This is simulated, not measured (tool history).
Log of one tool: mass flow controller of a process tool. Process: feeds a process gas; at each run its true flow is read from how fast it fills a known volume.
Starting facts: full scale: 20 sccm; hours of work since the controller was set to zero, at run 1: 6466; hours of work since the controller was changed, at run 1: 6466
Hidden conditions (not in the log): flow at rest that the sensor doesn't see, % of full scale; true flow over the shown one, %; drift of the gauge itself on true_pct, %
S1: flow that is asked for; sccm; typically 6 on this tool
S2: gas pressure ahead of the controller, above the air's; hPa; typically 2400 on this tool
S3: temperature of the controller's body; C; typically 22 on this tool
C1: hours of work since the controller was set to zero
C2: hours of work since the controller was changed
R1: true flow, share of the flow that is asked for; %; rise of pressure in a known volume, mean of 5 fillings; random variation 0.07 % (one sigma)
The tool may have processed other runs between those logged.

{"run": 1, "hour": 0.0, "S1": 6, "S2": 2400, "S3": 22, "C1": 6466, "C2": 6466, "R1": 95.73}
{"hour": 227.8, "done": "controller's zero set anew"}
{"run": 2, "hour": 248.4, "S1": 6, "S2": 2400, "S3": 22, "C1": 12, "C2": 6606, "R1": 94.31}
{"run": 3, "hour": 398.9, "S1": 6, "S2": 2400, "S3": 22, "C1": 96, "C2": 6691, "R1": 94.17}
{"run": 4, "hour": 686.3, "S1": 6, "S2": 2400, "S3": 22, "C1": 259, "C2": 6853, "R1": 94.12}
{"run": 5, "hour": 819.8, "S1": 6, "S2": 2400, "S3": 31, "C1": 334, "C2": 6928, "R1": 94.87}
{"run": 6, "hour": 1073.3, "S1": 6, "S2": 2400, "S3": 31, "C1": 477, "C2": 7071, "R1": 94.88}
{"hour": 1123.1, "done": "controller's zero set anew, once more"}
{"run": 7, "hour": 1315.3, "S1": 6, "S2": 2400, "S3": 31, "C1": 108, "C2": 7207, "R1": 100.26}
{"run": 8, "hour": 1529.2, "S1": 6, "S2": 2400, "S3": 31, "C1": 229, "C2": 7328, "R1": 100.05}
{"run": 9, "hour": 1763.1, "S1": 6, "S2": 2400, "S3": 31, "C1": 361, "C2": 7460, "R1": 100.18}
{"run": 10, "hour": 2006.2, "S1": 6, "S2": 2400, "S3": 31, "C1": 498, "C2": 7597, "R1": 100.13}
{"run": 11, "hour": 2175.2, "S1": 19, "S2": 2400, "S3": 31, "C1": 593, "C2": 7692, "R1": 101.28}
{"run": 12, "hour": 2430.8, "S1": 19, "S2": 2400, "S3": 31, "C1": 737, "C2": 7836, "R1": 101.29}
{"run": 13, "hour": 2547.2, "S1": 19, "S2": 2400, "S3": 31, "C1": 803, "C2": 7902, "R1": 101.3}
{"run": 14, "hour": 2773.7, "S1": 19, "S2": 2400, "S3": 31, "C1": 931, "C2": 8029, "R1": 101.2}
{"run": 15, "hour": 3037.7, "S1": 6, "S2": 2400, "S3": 22, "C1": 1079, "C2": 8178, "R1": 99.12}
{"run": 16, "hour": 3211.1, "S1": 15, "S2": 2400, "S3": 22, "C1": 1177, "C2": 8276, "R1": 100.22}
{"run": 17, "hour": 3475.4, "S1": 6, "S2": 2400, "S3": 25, "C1": 1326, "C2": 8425, "R1": 99.07}
{"run": 18, "hour": 3674.2, "S1": 6, "S2": 2400, "S3": 25, "C1": 1438, "C2": 8537, "R1": 99}
{"run": 19, "hour": 3835.8, "S1": 6, "S2": 2400, "S3": 33, "C1": 1529, "C2": 8628, "R1": 99.75}
{"run": 20, "hour": 3987.0, "S1": 6, "S2": 2400, "S3": 33, "C1": 1615, "C2": 8714, "R1": 99.65}
{"run": 21, "hour": 4136.4, "S1": 6, "S2": 2400, "S3": 33, "C1": 1699, "C2": 8798, "R1": 99.69}
{"run": 22, "hour": 4350.0, "S1": 6, "S2": 2400, "S3": 33, "C1": 1819, "C2": 8918, "R1": 99.62}
{"run": 23, "hour": 4549.8, "S1": 6, "S2": 2770, "S3": 34, "C1": 1932, "C2": 9031, "R1": 99.61}
{"run": 24, "hour": 4790.6, "S1": 6, "S2": 2010, "S3": 32, "C1": 2068, "C2": 9167, "R1": 99.31}
{"run": 25, "hour": 5077.8, "S1": 20, "S2": 2010, "S3": 39, "C1": 2230, "C2": 9329, "R1": 101.97}
{"run": 26, "hour": 5249.4, "S1": 20, "S2": 2010, "S3": 39, "C1": 2326, "C2": 9425, "R1": 101.79}
{"run": 27, "hour": 5506.0, "S1": 20, "S2": 1520, "S3": 39, "C1": 2471, "C2": 9570, "R1": 101.79}
{"run": 28, "hour": 5712.7, "S1": 20, "S2": 1520, "S3": 23, "C1": 2588, "C2": 9686, "R1": 100.51}
{"run": 29, "hour": 5893.9, "S1": 7, "S2": 1420, "S3": 22, "C1": 2690, "C2": 9789, "R1": 98.32}
{"run": 30, "hour": 6058.4, "S1": 8, "S2": 2310, "S3": 29, "C1": 2783, "C2": 9881, "R1": 99.32}
{"run": 31, "hour": 6198.3, "S1": 6, "S2": 2060, "S3": 22, "C1": 2861, "C2": 9960, "R1": 98.15}
{"run": 32, "hour": 6399.8, "S1": 6, "S2": 2060, "S3": 22, "C1": 2975, "C2": 10074, "R1": 98.18}
{"run": 33, "hour": 6555.9, "S1": 6, "S2": 2060, "S3": 22, "C1": 3063, "C2": 10162, "R1": 98.08}
{"run": 34, "hour": 6787.0, "S1": 3, "S2": 2710, "S3": 37, "C1": 3193, "C2": 10292, "R1": 97.12}
{"run": 35, "hour": 7070.5, "S1": 11, "S2": 2420, "S3": 29, "C1": 3353, "C2": 10452, "R1": 99.83}
{"run": 36, "hour": 7189.3, "S1": 4, "S2": 2420, "S3": 29, "C1": 3420, "C2": 10519, "R1": 97.26}
{"run": 37, "hour": 7395.7, "S1": 4, "S2": 2420, "S3": 29, "C1": 3537, "C2": 10635, "R1": 96.95}
{"run": 38, "hour": 7572.9, "S1": 2, "S2": 2420, "S3": 26, "C1": 3636, "C2": 10735, "R1": 93.46}
{"run": 39, "hour": 7743.3, "S1": 6, "S2": 1990, "S3": 26, "C1": 3732, "C2": 10831, "R1": 98.01}
{"run": 40, "hour": 8020.3, "S1": 3, "S2": 2100, "S3": 21, "C1": 3889, "C2": 10988, "R1": 94.96}
{"run": 41, "hour": 8237.6, "S1": 6, "S2": 2400, "S3": 39, "C1": 4011, "C2": 11110, "R1": 99.03}

Below are 3 alternative next runs, each starting from the tool's condition after run 41. Predict each:
{"run": "A", "hour": 8489.6, "S1": 7, "S2": 2540, "S3": 39, "C1": 4153, "C2": 11252, "R1": "?"}
{"run": "B", "hour": 8489.6, "S1": 6, "S2": 2760, "S3": 22, "C1": 4153, "C2": 11252, "R1": "?"}
{"run": "C", "hour": 8489.6, "S1": 6, "S2": 2400, "S3": 22, "C1": 4153, "C2": 11252, "R1": "?"}

run=A R1=99.48
run=B R1=97.53
run=C R1=97.5
Had the tool no hidden state, the same runs would have come out as:
run=A R1=100.28
run=B R1=98.69
run=C R1=98.67
